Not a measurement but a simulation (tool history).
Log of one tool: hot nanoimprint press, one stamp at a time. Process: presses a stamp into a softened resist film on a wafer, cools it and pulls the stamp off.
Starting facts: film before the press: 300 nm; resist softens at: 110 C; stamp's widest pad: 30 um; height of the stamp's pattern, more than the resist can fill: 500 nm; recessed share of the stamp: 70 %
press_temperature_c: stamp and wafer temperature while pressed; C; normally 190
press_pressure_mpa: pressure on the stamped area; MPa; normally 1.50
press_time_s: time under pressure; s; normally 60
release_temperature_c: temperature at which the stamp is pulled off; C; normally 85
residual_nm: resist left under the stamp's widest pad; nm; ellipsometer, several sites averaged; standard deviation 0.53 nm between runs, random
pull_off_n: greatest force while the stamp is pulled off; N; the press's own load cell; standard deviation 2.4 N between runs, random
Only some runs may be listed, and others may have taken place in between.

Run 1, day 0.000: usual settings. Result: residual_nm 179.2 nm, pull_off_n 143 N.
Run 2, day 2.292: usual settings but press_pressure_mpa 1.71 MPa. Result: residual_nm 169.9 nm, pull_off_n 147 N.
Run 3, day 5.904: usual settings but press_pressure_mpa 1.71 MPa. Result: residual_nm 169.1 nm, pull_off_n 150 N.
Run 4, day 9.012: usual settings but press_pressure_mpa 1.71 MPa, press_time_s 85 s. Result: residual_nm 149.1 nm, pull_off_n 158 N.
At day 11.667: press's hydraulic seals changed and the load cell set to zero.
Run 5, day 12.862: usual settings but press_time_s 41 s. Result: residual_nm 190.3 nm, pull_off_n 162 N.
Run 6, day 16.233: usual settings but press_pressure_mpa 2.25 MPa, press_time_s 41 s. Result: residual_nm 162.0 nm, pull_off_n 167 N.
Run 7, day 18.433: usual settings. Result: residual_nm 168.6 nm, pull_off_n 173 N.
At day 20.142: stamp cleaned and given a new release coat.
Run 8, day 22.100: usual settings. Result: residual_nm 167.7 nm, pull_off_n 145 N.
Run 9, day 24.192: usual settings. Result: residual_nm 167.4 nm, pull_off_n 148 N.
At day 24.692: plate thermocouple calibrated.
Run 10, day 27.612: usual settings but press_pressure_mpa 2.03 MPa, release_temperature_c 89 C. Result: residual_nm 154.7 nm, pull_off_n 148 N.
Run 11, day 31.729: usual settings but press_pressure_mpa 2.03 MPa, release_temperature_c 89 C. Result: residual_nm 153.7 nm, pull_off_n 158 N.
Run 12, day 35.192: usual settings but press_temperature_c 198 C. Result: residual_nm 131.4 nm, pull_off_n 168 N.
Run 13, day 38.462: usual settings but press_temperature_c 198 C. Result: residual_nm 130.7 nm, pull_off_n 173 N.
At day 40.025: stamp cleaned and given a new release coat.
Run 14, day 42.004: usual settings but press_pressure_mpa 1.24 MPa, press_time_s 52 s, release_temperature_c 76 C. Result: residual_nm 193.2 nm, pull_off_n 156 N.
Run 15, day 45.892: usual settings but press_temperature_c 180 C, press_pressure_mpa 2.09 MPa, release_temperature_c 87 C. Result: residual_nm 211.2 nm, pull_off_n 146 N.
At day 49.250: plate thermocouple calibrated.
Run 16, day 49.808: usual settings but press_time_s 101 s. Result: residual_nm 150.1 nm, pull_off_n 156 N.
Run 17, day 51.788: usual settings but press_temperature_c 200 C. Result: residual_nm 125.0 nm, pull_off_n 164 N.

5 options for the next run, each taken on its own from the tool as it stands now. Forecast them:
Run A, day 53.550: usual settings but press_time_s 53 s. Result: residual_nm ?, pull_off_n ?.
Run B, day 53.550: usual settings but press_temperature_c 200 C, release_temperature_c 80 C. Result: residual_nm ?, pull_off_n ?.
Run C, day 53.550: usual settings but release_temperature_c 87 C. Result: residual_nm ?, pull_off_n ?.
Run D, day 53.550: usual settings but press_pressure_mpa 2.08 MPa. Result: residual_nm ?, pull_off_n ?.
Run E, day 53.550: usual settings but press_temperature_c 182 C, press_pressure_mpa 2.19 MPa. Result: residual_nm ?, pull_off_n ?.

run  residual_nm  pull_off_n
  A        184.1         164
  B        123.9         173
  C        176.4         167
  D        155.2         168
  E        202.8         159
Had the tool no hidden state, the same runs would have come out as:
run  residual_nm  pull_off_n
  A        182.6         139
  B        122.5         147
  C        174.9         141
  D        152.8         143
  E        200.3         135
